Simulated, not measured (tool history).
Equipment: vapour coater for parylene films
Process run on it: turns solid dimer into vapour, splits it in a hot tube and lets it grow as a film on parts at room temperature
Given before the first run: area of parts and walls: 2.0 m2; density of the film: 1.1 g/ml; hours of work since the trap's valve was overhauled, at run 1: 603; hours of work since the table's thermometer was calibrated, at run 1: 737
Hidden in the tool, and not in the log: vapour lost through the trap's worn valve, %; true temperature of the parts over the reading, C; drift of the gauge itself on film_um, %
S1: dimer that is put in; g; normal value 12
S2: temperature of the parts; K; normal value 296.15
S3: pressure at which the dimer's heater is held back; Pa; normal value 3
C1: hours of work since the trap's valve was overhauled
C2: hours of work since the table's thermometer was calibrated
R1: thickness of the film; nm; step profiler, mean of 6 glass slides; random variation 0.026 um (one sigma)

run    hour  S1      S2     S3   C1    C2    R1
  1       0  12  296.15      3  603   737  4570
  2    23.6  12  296.15      3  624   758  4590
       38.2  -- trap's valve overhauled
  3    51.8  12  296.15      3   12   780  4580
  4    76.4  12  296.15      3   34   802  4630
  5   104.3  12  296.15      3   59   827  4560
  6     124  12  296.15      3   77   845  4570
  7   140.4   5  296.15      3   92   859  1910
  8   170.8   5  296.15      3  119   887  1930
  9   193.5  12  296.15      3  139   907  4590
 10     210  12  296.15   9.62  154   922  3980
 11   232.9  12  296.15   9.62  175   942  4040
 12   263.7  12  296.15   9.62  202   970  3990
 13   287.2  12  296.15      3  223   991  4560
 14   319.6  12  288.15      3  252  1020  5400
 15   352.9  12  288.15      3  282  1050  5430
 16     381  12  288.15      3  308  1075  5430
 17   407.2  12  288.15      3  331  1099  5430
 18   432.6  12  288.15      3  354  1122  5470
 19   458.4  12  288.15      3  377  1145  5450
 20   474.1  12  288.15      3  391  1159  5460
 21   493.4  12  288.15      3  408  1176  5500
 22   510.7  12  296.15   8.91  424  1192  4110
 23   527.8  20  296.15      3  439  1207  7780
 24   544.4  11  291.15    4.3  454  1222  4830
      570.8  -- gauge calibrated
 25   570.8   7  288.15   2.99  478  1246  3120
 26   604.3   5  293.15   3.12  508  1276  2060
 27   618.6   5  293.15   3.12  521  1289  2090
 28   635.9   5  293.15   3.12  536  1304  2090
 29   659.3   6  293.15   8.67  557  1325  2180
 30   683.5   6  293.15   8.67  579  1347  2220
 31   699.1   7  305.15   8.67  593  1361  1730
 32   719.4   9  301.15   8.67  611  1379  2570
 33   736.4   8  290.15   2.61  626  1394  3570
      750.7  -- trap's valve overhauled
 34   761.7   8  290.15   2.61   10  1413  3600
 35   781.8  12  306.15      3   28  1431  3350
 36   800.2  12  289.15      3   44  1448  5410
 37     825   6  297.15   2.03   67  1470  2350
 38   845.7  18  306.15  10.61   85  1489  4310
 39   869.7  12  296.15  11.08  107  1510  4000
 40   899.4  12  296.15  11.08  133  1537  3910
 41   919.1  19  293.15   2.59  151  1554  8220
 42   940.3  12  299.15    6.1  170  1573  3860
 43   967.8   8  296.15      3  195  1598  3090
 44   992.8  19  296.15   2.65  217  1621  7470
 45    1011  14  294.15    3.7  234  1637  5650
 46  1034.2  12  291.15   3.16  254  1658  5430

For some of the steps in R1 from one run to the next: how much would appear even if the tool had no hidden state, given the settings, what came in and random variation, and how much remains for the hidden state plus any gauge scatter that the measured result and the result without hidden state don't share?
Run 22 -> 23: S1 12 -> 20, S3 8.91 -> 3. R1 +3670 nm: hidden state +90, all else +3580.
Run 24 -> 25: S1 11 -> 7, S2 291.15 -> 288.15, S3 4.3 -> 2.99, gauge calibrated. R1 -1710 nm: hidden state -130, all else -1580.
Run 40 -> 41: S1 12 -> 19, S2 296.15 -> 293.15, S3 11.08 -> 2.59. R1 +4310 nm: hidden state +80, all else +4230.
Run 41 -> 42: S1 19 -> 12, S2 293.15 -> 299.15, S3 2.59 -> 6.1. R1 -4360 nm: hidden state -70, all else -4290.
Run 43 -> 44: S1 8 -> 19, S3 3 -> 2.65. R1 +4380 nm: hidden state +90, all else +4290.
